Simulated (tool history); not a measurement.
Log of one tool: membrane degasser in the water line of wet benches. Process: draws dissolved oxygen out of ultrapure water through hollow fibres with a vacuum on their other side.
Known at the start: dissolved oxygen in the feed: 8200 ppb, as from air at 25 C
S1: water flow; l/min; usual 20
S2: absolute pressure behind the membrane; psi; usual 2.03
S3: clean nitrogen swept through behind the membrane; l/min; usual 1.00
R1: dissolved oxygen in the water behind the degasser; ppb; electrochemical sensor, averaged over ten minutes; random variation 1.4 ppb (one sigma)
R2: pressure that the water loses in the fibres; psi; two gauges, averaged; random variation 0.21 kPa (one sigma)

run 1 hour=0.0 | S1=20 S2=2.03 S3=1.00 | R1=462.2 R2=7.311
run 2 hour=92.0 | S1=20 S2=2.03 S3=1.00 | R1=460.7 R2=7.351
run 3 hour=153.3 | S1=20 S2=2.07 S3=1.00 | R1=470.4 R2=7.411
run 4 hour=224.5 | S1=20 S2=2.07 S3=1.00 | R1=471.0 R2=7.336
run 5 hour=320.6 | S1=18 S2=2.07 S3=1.00 | R1=428.9 R2=6.614
run 6 hour=421.6 | S1=18 S2=2.07 S3=1.00 | R1=425.8 R2=6.612
run 7 hour=515.5 | S1=18 S2=2.07 S3=1.00 | R1=424.9 R2=6.611
run 8 hour=579.2 | S1=18 S2=4.03 S3=1.00 | R1=889.1 R2=6.618
run 9 hour=622.9 | S1=20 S2=2.03 S3=2.87 | R1=177.6 R2=7.311
run 10 hour=726.9 | S1=20 S2=2.03 S3=2.87 | R1=176.6 R2=7.333
run 11 hour=795.7 | S1=20 S2=2.36 S3=1.00 | R1=539.7 R2=7.310
run 12 hour=865.8 | S1=20 S2=2.36 S3=1.00 | R1=538.2 R2=7.304
run 13 hour=938.2 | S1=19 S2=1.65 S3=1.00 | R1=331.0 R2=7.004
run 14 hour=1022.1 | S1=30 S2=1.44 S3=1.02 | R1=399.3 R2=11.049
-- hour=1059.9 gauge calibrated
run 15 hour=1094.3 | S1=30 S2=1.44 S3=1.60 | R1=287.0 R2=10.958
run 16 hour=1180.0 | S1=30 S2=1.44 S3=1.60 | R1=285.8 R2=11.053
run 17 hour=1257.1 | S1=30 S2=1.44 S3=1.60 | R1=285.2 R2=11.023
run 18 hour=1350.5 | S1=30 S2=1.44 S3=1.60 | R1=284.1 R2=11.027
run 19 hour=1393.4 | S1=20 S2=2.03 S3=0.70 | R1=612.9 R2=7.336
run 20 hour=1485.5 | S1=23 S2=2.03 S3=2.26 | R1=253.9 R2=8.467
run 21 hour=1582.9 | S1=16 S2=5.02 S3=1.02 | R1=989.6 R2=5.902

5 ways to go on from here, each from the tool as it stands after run 21. What would each give?
run A hour=1680.9 | S1=16 S2=2.25 S3=1.02 | R1=? R2=?
run B hour=1680.9 | S1=24 S2=2.13 S3=2.51 | R1=? R2=?
run C hour=1680.9 | S1=16 S2=2.63 S3=0.98 | R1=? R2=?
run D hour=1680.9 | S1=17 S2=4.61 S3=0.78 | R1=? R2=?
run E hour=1680.9 | S1=16 S2=1.86 S3=0.53 | R1=? R2=?

run=A R1=416.3 R2=5.855
run=B R1=254.9 R2=8.778
run=C R1=511.7 R2=5.896
run=D R1=1185.3 R2=6.267
run=E R1=566.6 R2=5.906
Without the tool's hidden state the same runs would have given:
run=A R1=422.7 R2=5.852
run=B R1=258.8 R2=8.773
run=C R1=519.6 R2=5.893
run=D R1=1203.7 R2=6.264
run=E R1=575.5 R2=5.904
